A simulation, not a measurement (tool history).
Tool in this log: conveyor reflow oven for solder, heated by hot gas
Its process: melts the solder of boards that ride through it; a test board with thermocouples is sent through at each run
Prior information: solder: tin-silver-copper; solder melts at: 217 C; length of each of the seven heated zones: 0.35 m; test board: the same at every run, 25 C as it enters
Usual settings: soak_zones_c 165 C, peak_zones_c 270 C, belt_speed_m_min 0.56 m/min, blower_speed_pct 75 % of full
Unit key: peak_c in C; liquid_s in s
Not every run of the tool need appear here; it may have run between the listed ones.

run,hour,soak_zones_c,peak_zones_c,belt_speed_m_min,blower_speed_pct,peak_c,liquid_s
1,0,165,270,0.56,75,255.2,56
2,15.7,165,274,0.56,75,258.3,58.3
3,24.6,165,270,0.56,75,254.3,56.4
4,37.5,165,270,0.56,75,254.3,56.4
5,45.3,165,270,0.56,75,254.3,56
6,62.7,165,270,0.56,75,254.8,55.8
7,79.3,163,270,0.56,75,254.1,55.1
8,88.2,163,270,0.56,75,254.4,54.6
9,99.9,163,270,0.56,75,255.1,55.5
10,107.8,163,270,0.56,75,254.9,54.9
11,123.9,163,270,0.56,75,253.9,54.7
12,137.5,165,270,0.463,75,259.7,73.3
13,154.7,165,270,0.482,75,258.7,68.9
# hour 165: flux residue cleaned out of gas plates and filters
14,176.2,165,270,0.482,75,256.1,67.2
15,193.3,165,270,0.482,75,256.4,66.3
16,208.4,165,270,0.482,75,256.3,66.4
# hour 222.1: flux residue cleaned out of gas plates and filters, once more
17,228.2,165,270,0.499,75,259.7,68.4
18,241.7,165,270,0.499,75,260.4,68.3
19,251.1,165,270,0.499,75,260.1,68.5
20,265.2,157,259,0.499,75,248.9,58
21,279.4,165,285,0.56,66,268.9,64.2
22,290.7,165,285,0.56,66,269.1,63.9
23,298.3,165,270,0.56,69,255,56.8
24,313.5,152,263,0.507,74,251.2,57.3
25,327.3,154,261,0.589,72,244.9,43.5
26,341.7,165,270,0.56,75,256.3,57.8
27,356.7,173,284,0.612,86,270.2,60.8
28,374.2,173,264,0.612,86,251.5,51.9
29,386.1,173,264,0.612,86,251.1,52
30,403.2,173,265,0.492,86,256.6,70.9
31,411.5,156,263,0.537,63,247.7,51.1

Pick out some run-to-run changes in peak_c. Of each, how much would a tool without hidden state show as well, from the settings, what came in and chance, and how much is left for the hidden state and any gauge scatter not in both results compared?
Hidden state present: heat that the gas passes to the board, % of a clean oven's; belt's true speed, % of the reading; true gas temperature in zones 6 and 7 over the reading, C; drift of the gauge itself on peak_c, C; drift of the gauge itself on liquid_s, %.
Run 11 -> 12: soak_zones_c 163 -> 165, belt_speed_m_min 0.56 -> 0.463. peak_c +5.8 C: hidden state +0.7, all else +5.1.
Run 13 -> 14: flux residue cleaned out of gas plates and filters. peak_c -2.6 C: hidden state -2.4, all else -0.2.
Run 16 -> 17: belt_speed_m_min 0.482 -> 0.499, flux residue cleaned out of gas plates and filters, once more. peak_c +3.4 C: hidden state +5.1, all else -1.7.
Run 20 -> 21: soak_zones_c 157 -> 165, peak_zones_c 259 -> 285, belt_speed_m_min 0.499 -> 0.56, blower_speed_pct 75 -> 66. peak_c +20 C: hidden state -0.1, all else +20.1.
Run 22 -> 23: peak_zones_c 285 -> 270, blower_speed_pct 66 -> 69. peak_c -14.1 C: hidden state +0, all else -14.1.
Run 27 -> 28: peak_zones_c 284 -> 264. peak_c -18.7 C: hidden state +0, all else -18.7.

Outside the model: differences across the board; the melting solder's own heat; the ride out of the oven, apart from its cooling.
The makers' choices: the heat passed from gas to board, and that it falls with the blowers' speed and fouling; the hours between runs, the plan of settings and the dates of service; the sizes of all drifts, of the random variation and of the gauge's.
